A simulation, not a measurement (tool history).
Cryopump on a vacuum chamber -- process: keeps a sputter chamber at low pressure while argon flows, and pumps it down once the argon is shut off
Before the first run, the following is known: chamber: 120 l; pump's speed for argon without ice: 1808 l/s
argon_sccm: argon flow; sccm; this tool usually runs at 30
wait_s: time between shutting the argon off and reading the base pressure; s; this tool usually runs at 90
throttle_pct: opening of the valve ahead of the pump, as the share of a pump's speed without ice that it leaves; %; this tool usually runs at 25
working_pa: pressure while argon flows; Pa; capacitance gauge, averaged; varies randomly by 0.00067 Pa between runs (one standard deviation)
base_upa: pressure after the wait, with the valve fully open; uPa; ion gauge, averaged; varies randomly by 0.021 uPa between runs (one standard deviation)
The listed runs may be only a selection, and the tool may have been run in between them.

run 1 hour=0 | argon_sccm=30 wait_s=90 throttle_pct=25 | working_pa=0.1121 base_upa=0.54
run 2 hour=63.9 | argon_sccm=30 wait_s=90 throttle_pct=25 | working_pa=0.1142 base_upa=0.62
run 3 hour=119.7 | argon_sccm=30 wait_s=90 throttle_pct=25 | working_pa=0.1151 base_upa=0.59
run 4 hour=193.8 | argon_sccm=30 wait_s=113 throttle_pct=25 | working_pa=0.1139 base_upa=0.59
run 5 hour=253.6 | argon_sccm=30 wait_s=113 throttle_pct=25 | working_pa=0.1163 base_upa=0.64
run 6 hour=333.8 | argon_sccm=30 wait_s=90 throttle_pct=25 | working_pa=0.1176 base_upa=0.68
run 7 hour=426.2 | argon_sccm=17 wait_s=90 throttle_pct=25 | working_pa=0.0672 base_upa=0.73
run 8 hour=484.1 | argon_sccm=17 wait_s=90 throttle_pct=25 | working_pa=0.0688 base_upa=0.77
run 9 hour=557.7 | argon_sccm=17 wait_s=90 throttle_pct=25 | working_pa=0.0695 base_upa=0.82
run 10 hour=639.7 | argon_sccm=21 wait_s=115 throttle_pct=20 | working_pa=0.1066 base_upa=0.76
run 11 hour=722.3 | argon_sccm=21 wait_s=115 throttle_pct=20 | working_pa=0.1076 base_upa=0.85
-- hour=741.7 pump warmed up, emptied and cooled again
run 12 hour=816.7 | argon_sccm=30 wait_s=59 throttle_pct=24 | working_pa=0.1175 base_upa=0.87
run 13 hour=904.1 | argon_sccm=14 wait_s=226 throttle_pct=22 | working_pa=0.0614 base_upa=0.56
run 14 hour=1001.8 | argon_sccm=44 wait_s=145 throttle_pct=25 | working_pa=0.1709 base_upa=0.7
run 15 hour=1094.5 | argon_sccm=38 wait_s=63 throttle_pct=25 | working_pa=0.1491 base_upa=1.01

Measured result minus the same run's result without the hidden state. Both carry the same run-to-run variation, though not necessarily the same gauge scatter:
Hidden state present: pump's speed, % of a pump's without ice; cold plate's temperature, K; leak into the chamber, uPa l/s; drift of the gauge itself on working_pa, %; drift of the gauge itself on base_upa, %.
run=1 working_pa=+0.0003 base_upa=+0.1
run=2 working_pa=+0.0012 base_upa=+0.12
run=3 working_pa=+0.002 base_upa=+0.14
run=4 working_pa=+0.0029 base_upa=+0.17
run=5 working_pa=+0.004 base_upa=+0.19
run=6 working_pa=+0.0055 base_upa=+0.22
run=7 working_pa=+0.0041 base_upa=+0.27
run=8 working_pa=+0.0049 base_upa=+0.29
run=9 working_pa=+0.0058 base_upa=+0.33
run=10 working_pa=+0.0086 base_upa=+0.37
run=11 working_pa=+0.0101 base_upa=+0.44
run=12 working_pa=+0.0015 base_upa=+0.26
run=13 working_pa=+0.0013 base_upa=+0.3
run=14 working_pa=+0.0064 base_upa=+0.34
run=15 working_pa=+0.0076 base_upa=+0.39

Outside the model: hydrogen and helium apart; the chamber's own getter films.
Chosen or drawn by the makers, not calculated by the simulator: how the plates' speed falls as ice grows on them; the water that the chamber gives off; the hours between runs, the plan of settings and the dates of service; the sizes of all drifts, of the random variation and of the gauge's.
